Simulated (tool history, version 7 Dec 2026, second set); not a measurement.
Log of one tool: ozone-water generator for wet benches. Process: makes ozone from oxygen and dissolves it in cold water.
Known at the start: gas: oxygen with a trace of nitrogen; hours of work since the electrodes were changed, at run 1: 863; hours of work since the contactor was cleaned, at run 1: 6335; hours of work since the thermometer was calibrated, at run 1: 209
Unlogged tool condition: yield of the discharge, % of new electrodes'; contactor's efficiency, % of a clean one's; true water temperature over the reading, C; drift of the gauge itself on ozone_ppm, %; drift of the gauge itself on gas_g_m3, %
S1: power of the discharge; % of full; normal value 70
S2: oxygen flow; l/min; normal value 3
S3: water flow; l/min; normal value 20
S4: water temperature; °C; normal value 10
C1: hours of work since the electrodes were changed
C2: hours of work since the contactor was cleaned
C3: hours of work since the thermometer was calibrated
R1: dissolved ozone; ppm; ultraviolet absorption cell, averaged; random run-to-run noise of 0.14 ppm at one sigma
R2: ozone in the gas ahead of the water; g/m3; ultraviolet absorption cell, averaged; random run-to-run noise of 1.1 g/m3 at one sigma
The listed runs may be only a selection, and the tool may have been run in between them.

run,hour,S1,S2,S3,S4,C1,C2,C3,R1,R2
1,0,70,3,20,10,863,6335,209,15.2,195.3
2,51.1,70,3,20,10,914,6386,260,14.9,199.2
3,136.2,70,3,20,10,999,6471,345,14.7,195.4
4,185.9,70,3,20,10,1048,6520,394,14.9,195.8
5,271.5,70,3,17,10,1133,6605,479,17.4,193.9
6,358.5,70,3,17,10,1220,6692,566,17.6,195.1
7,404.3,70,3,17,10,1265,6737,611,17.4,196.8
8,446.8,70,3,17,10,1308,6780,654,17.4,195.3
9,512,70,4.69,20,10,1373,6845,718,16.9,165.8
10,560.1,70,4.69,20,10,1420,6892,766,16.8,167.1
11,632.6,70,2.22,20,10,1493,6964,838,13.1,218.3
12,722.9,53,3,20,10,1582,7054,928,12.4,163.6
13,802,53,3,20,10,1661,7133,1007,12.4,166.5
14,875.4,70,3,20,11,1734,7206,1080,14.5,196.7
15,918.1,70,3,20,11,1776,7248,1122,14.5,195.2
16,971,70,3,20,10,1829,7301,1175,14.4,195
17,1026.4,70,3,20,12,1884,7356,1230,14.5,194.6
18,1118.9,76,3.13,20,14,1976,7448,1322,15.1,200.9
19,1158.1,76,3.13,13,7,2015,7487,1361,24.4,198.1
# hour 1167.8: contactor cleaned
20,1233.1,70,2.77,20,11,2086,65,1432,13.8,199.7
21,1273.7,66,3.06,17,10,2126,105,1472,16.5,186
22,1354.8,50,2.93,17,5,2207,186,1553,14.4,159.1
23,1415.4,52,2.93,22,5,2267,246,1613,11.1,163.1
24,1499.7,65,3,20,8,2351,330,1697,13.8,185.8
# hour 1565.1: contactor cleaned, once more
25,1580.2,70,3,20,10,2427,15,1773,14.6,194.3
26,1643.5,70,3.69,14,12,2490,78,1836,22.1,179.1
27,1722.1,70,3.69,14,12,2568,156,1914,22,180.3
28,1801.6,71,3,20,10,2647,235,1993,15,193.7
29,1884,41,2.74,28,5,2729,317,2075,7.3,143
30,1956.4,41,2.74,28,5,2801,389,2147,7.5,142.3
31,2002.5,41,2.74,28,5,2847,435,2193,7.6,143.5
32,2042.2,41,2.74,28,5,2887,474,2232,7.4,144.9
33,2117.9,70,3.39,20,9,2962,550,2308,15.9,183.6
34,2155.8,70,3.39,20,9,2999,587,2345,15.7,185.6

Forecast each of these 3 alternatives for the next run:
A,2242.1,70,3.39,14,9,3085,673,2431,?,?
B,2242.1,59,1.69,31,10,3085,673,2431,?,?
C,2242.1,70,4.59,20,6,3085,673,2431,?,?

run,R1,R2
A,22,184.8
B,6.5,214.4
C,17.7,166.5
Without the tool's hidden state the same runs would have given:
run,R1,R2
A,22.7,190
B,6.7,219.8
C,18.3,171.1

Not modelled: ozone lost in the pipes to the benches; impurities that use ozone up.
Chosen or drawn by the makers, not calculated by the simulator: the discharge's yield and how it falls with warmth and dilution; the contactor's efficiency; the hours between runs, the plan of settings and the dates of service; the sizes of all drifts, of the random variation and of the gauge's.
